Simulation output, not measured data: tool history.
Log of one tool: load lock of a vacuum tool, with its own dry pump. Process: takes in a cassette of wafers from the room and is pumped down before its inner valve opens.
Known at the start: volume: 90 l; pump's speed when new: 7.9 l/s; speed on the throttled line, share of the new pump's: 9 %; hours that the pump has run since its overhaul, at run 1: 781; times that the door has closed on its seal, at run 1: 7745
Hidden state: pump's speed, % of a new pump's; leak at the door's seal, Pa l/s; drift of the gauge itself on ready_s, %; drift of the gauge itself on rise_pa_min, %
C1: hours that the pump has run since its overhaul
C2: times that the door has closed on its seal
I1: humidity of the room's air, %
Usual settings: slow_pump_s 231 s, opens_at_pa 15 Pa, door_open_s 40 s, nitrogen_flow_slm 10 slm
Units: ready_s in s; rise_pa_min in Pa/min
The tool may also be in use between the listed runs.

run 1 hour=0.0 | slow_pump_s=231 opens_at_pa=15 door_open_s=40 nitrogen_flow_slm=10 | C1=781 C2=7745 | I1=42.1 | ready_s=311.4 rise_pa_min=0.082
run 2 hour=226.0 | slow_pump_s=231 opens_at_pa=15 door_open_s=40 nitrogen_flow_slm=10 | C1=1007 C2=8039 | I1=42.9 | ready_s=310.9 rise_pa_min=0.084
run 3 hour=391.9 | slow_pump_s=231 opens_at_pa=15 door_open_s=40 nitrogen_flow_slm=10 | C1=1172 C2=8254 | I1=50.4 | ready_s=310.4 rise_pa_min=0.089
run 4 hour=520.4 | slow_pump_s=231 opens_at_pa=15 door_open_s=40 nitrogen_flow_slm=10 | C1=1301 C2=8421 | I1=46.3 | ready_s=315.0 rise_pa_min=0.093
run 5 hour=623.5 | slow_pump_s=231 opens_at_pa=15 door_open_s=40 nitrogen_flow_slm=10 | C1=1404 C2=8555 | I1=49.3 | ready_s=315.7 rise_pa_min=0.095
run 6 hour=820.1 | slow_pump_s=231 opens_at_pa=15 door_open_s=40 nitrogen_flow_slm=10 | C1=1601 C2=8810 | I1=45.4 | ready_s=311.9 rise_pa_min=0.096
run 7 hour=959.8 | slow_pump_s=231 opens_at_pa=15 door_open_s=135 nitrogen_flow_slm=10 | C1=1740 C2=8991 | I1=44.3 | ready_s=316.1 rise_pa_min=0.116
run 8 hour=1072.3 | slow_pump_s=231 opens_at_pa=15 door_open_s=135 nitrogen_flow_slm=10 | C1=1853 C2=9137 | I1=47.2 | ready_s=314.5 rise_pa_min=0.112
run 9 hour=1281.0 | slow_pump_s=231 opens_at_pa=15 door_open_s=135 nitrogen_flow_slm=10 | C1=2062 C2=9408 | I1=45.3 | ready_s=314.1 rise_pa_min=0.112
run 10 hour=1395.5 | slow_pump_s=231 opens_at_pa=15 door_open_s=40 nitrogen_flow_slm=4 | C1=2176 C2=9557 | I1=43.7 | ready_s=314.0 rise_pa_min=0.106
run 11 hour=1618.1 | slow_pump_s=231 opens_at_pa=15 door_open_s=40 nitrogen_flow_slm=4 | C1=2399 C2=9846 | I1=45.4 | ready_s=313.0 rise_pa_min=0.107
run 12 hour=1717.3 | slow_pump_s=174 opens_at_pa=15 door_open_s=40 nitrogen_flow_slm=10 | C1=2498 C2=9974 | I1=42.6 | ready_s=264.4 rise_pa_min=0.105
run 13 hour=1825.4 | slow_pump_s=231 opens_at_pa=15 door_open_s=40 nitrogen_flow_slm=14 | C1=2606 C2=10115 | I1=45.8 | ready_s=314.8 rise_pa_min=0.110
run 14 hour=1934.8 | slow_pump_s=231 opens_at_pa=15 door_open_s=40 nitrogen_flow_slm=10 | C1=2715 C2=10257 | I1=44.4 | ready_s=313.3 rise_pa_min=0.117
run 15 hour=2091.1 | slow_pump_s=231 opens_at_pa=15 door_open_s=40 nitrogen_flow_slm=10 | C1=2872 C2=10460 | I1=42.8 | ready_s=311.8 rise_pa_min=0.116
run 16 hour=2208.5 | slow_pump_s=231 opens_at_pa=15 door_open_s=40 nitrogen_flow_slm=10 | C1=2989 C2=10612 | I1=45.9 | ready_s=314.7 rise_pa_min=0.116
run 17 hour=2361.6 | slow_pump_s=231 opens_at_pa=15 door_open_s=40 nitrogen_flow_slm=10 | C1=3142 C2=10811 | I1=44.7 | ready_s=317.0 rise_pa_min=0.125
run 18 hour=2526.3 | slow_pump_s=231 opens_at_pa=15 door_open_s=40 nitrogen_flow_slm=10 | C1=3307 C2=11024 | I1=46.9 | ready_s=318.1 rise_pa_min=0.119
run 19 hour=2636.8 | slow_pump_s=231 opens_at_pa=15 door_open_s=40 nitrogen_flow_slm=10 | C1=3417 C2=11168 | I1=43.5 | ready_s=311.8 rise_pa_min=0.123
run 20 hour=2754.6 | slow_pump_s=231 opens_at_pa=15 door_open_s=40 nitrogen_flow_slm=10 | C1=3535 C2=11321 | I1=45.3 | ready_s=318.0 rise_pa_min=0.124
run 21 hour=2892.4 | slow_pump_s=223 opens_at_pa=15 door_open_s=40 nitrogen_flow_slm=31 | C1=3673 C2=11500 | I1=47.7 | ready_s=307.8 rise_pa_min=0.131
run 22 hour=3066.4 | slow_pump_s=231 opens_at_pa=15 door_open_s=164 nitrogen_flow_slm=10 | C1=3847 C2=11725 | I1=45.4 | ready_s=314.4 rise_pa_min=0.155
run 23 hour=3292.0 | slow_pump_s=162 opens_at_pa=15 door_open_s=164 nitrogen_flow_slm=10 | C1=4073 C2=12018 | I1=47.1 | ready_s=253.3 rise_pa_min=0.167
run 24 hour=3384.6 | slow_pump_s=162 opens_at_pa=15 door_open_s=164 nitrogen_flow_slm=10 | C1=4165 C2=12138 | I1=43.4 | ready_s=253.3 rise_pa_min=0.160
run 25 hour=3510.6 | slow_pump_s=426 opens_at_pa=15 door_open_s=31 nitrogen_flow_slm=10 | C1=4291 C2=12302 | I1=46.7 | ready_s=494.5 rise_pa_min=0.142
run 26 hour=3716.5 | slow_pump_s=231 opens_at_pa=18 door_open_s=40 nitrogen_flow_slm=10 | C1=4497 C2=12569 | I1=44.9 | ready_s=315.3 rise_pa_min=0.146
run 27 hour=3895.9 | slow_pump_s=152 opens_at_pa=15 door_open_s=40 nitrogen_flow_slm=19 | C1=4676 C2=12802 | I1=47.8 | ready_s=244.0 rise_pa_min=0.152
run 28 hour=4103.8 | slow_pump_s=152 opens_at_pa=15 door_open_s=40 nitrogen_flow_slm=19 | C1=4884 C2=13072 | I1=48.5 | ready_s=245.6 rise_pa_min=0.155
run 29 hour=4246.5 | slow_pump_s=302 opens_at_pa=27 door_open_s=40 nitrogen_flow_slm=10 | C1=5027 C2=13257 | I1=46.2 | ready_s=379.1 rise_pa_min=0.163
run 30 hour=4386.8 | slow_pump_s=453 opens_at_pa=18 door_open_s=40 nitrogen_flow_slm=40 | C1=5167 C2=13439 | I1=45.2 | ready_s=517.9 rise_pa_min=0.155
run 31 hour=4527.0 | slow_pump_s=133 opens_at_pa=15 door_open_s=40 nitrogen_flow_slm=10 | C1=5308 C2=13621 | I1=47.8 | ready_s=226.4 rise_pa_min=0.170
run 32 hour=4732.8 | slow_pump_s=258 opens_at_pa=27 door_open_s=40 nitrogen_flow_slm=28 | C1=5513 C2=13888 | I1=47.2 | ready_s=335.1 rise_pa_min=0.164
run 33 hour=4949.1 | slow_pump_s=258 opens_at_pa=27 door_open_s=40 nitrogen_flow_slm=28 | C1=5730 C2=14169 | I1=44.8 | ready_s=336.1 rise_pa_min=0.169
run 34 hour=5046.8 | slow_pump_s=231 opens_at_pa=15 door_open_s=40 nitrogen_flow_slm=18 | C1=5827 C2=14296 | I1=44.1 | ready_s=314.4 rise_pa_min=0.169
run 35 hour=5150.8 | slow_pump_s=425 opens_at_pa=26 door_open_s=149 nitrogen_flow_slm=40 | C1=5931 C2=14431 | I1=44.6 | ready_s=489.3 rise_pa_min=0.185
run 36 hour=5281.9 | slow_pump_s=425 opens_at_pa=26 door_open_s=149 nitrogen_flow_slm=40 | C1=6062 C2=14601 | I1=43.6 | ready_s=486.4 rise_pa_min=0.190

Forecast each of these 5 alternatives for the next run:
run A hour=5453.7 | slow_pump_s=425 opens_at_pa=15 door_open_s=149 nitrogen_flow_slm=40 | C1=6234 C2=14824 | I1=43.2 | ready_s=? rise_pa_min=?
run B hour=5453.7 | slow_pump_s=123 opens_at_pa=26 door_open_s=95 nitrogen_flow_slm=13 | C1=6234 C2=14824 | I1=44.2 | ready_s=? rise_pa_min=?
run C hour=5453.7 | slow_pump_s=129 opens_at_pa=12 door_open_s=149 nitrogen_flow_slm=10 | C1=6234 C2=14824 | I1=44.2 | ready_s=? rise_pa_min=?
run D hour=5453.7 | slow_pump_s=418 opens_at_pa=15 door_open_s=37 nitrogen_flow_slm=20 | C1=6234 C2=14824 | I1=44.9 | ready_s=? rise_pa_min=?
run E hour=5453.7 | slow_pump_s=205 opens_at_pa=17 door_open_s=50 nitrogen_flow_slm=10 | C1=6234 C2=14824 | I1=42.8 | ready_s=? rise_pa_min=?

run=A ready_s=498.7 rise_pa_min=0.184
run=B ready_s=212.8 rise_pa_min=0.189
run=C ready_s=228.9 rise_pa_min=0.199
run=D ready_s=486.4 rise_pa_min=0.183
run=E ready_s=291.3 rise_pa_min=0.182
Without the tool's hidden state the same runs would have given:
run=A ready_s=492.5 rise_pa_min=0.008
run=B ready_s=205.0 rise_pa_min=0.015
run=C ready_s=220.3 rise_pa_min=0.027
run=D ready_s=480.5 rise_pa_min=0.008
run=E ready_s=283.8 rise_pa_min=0.009
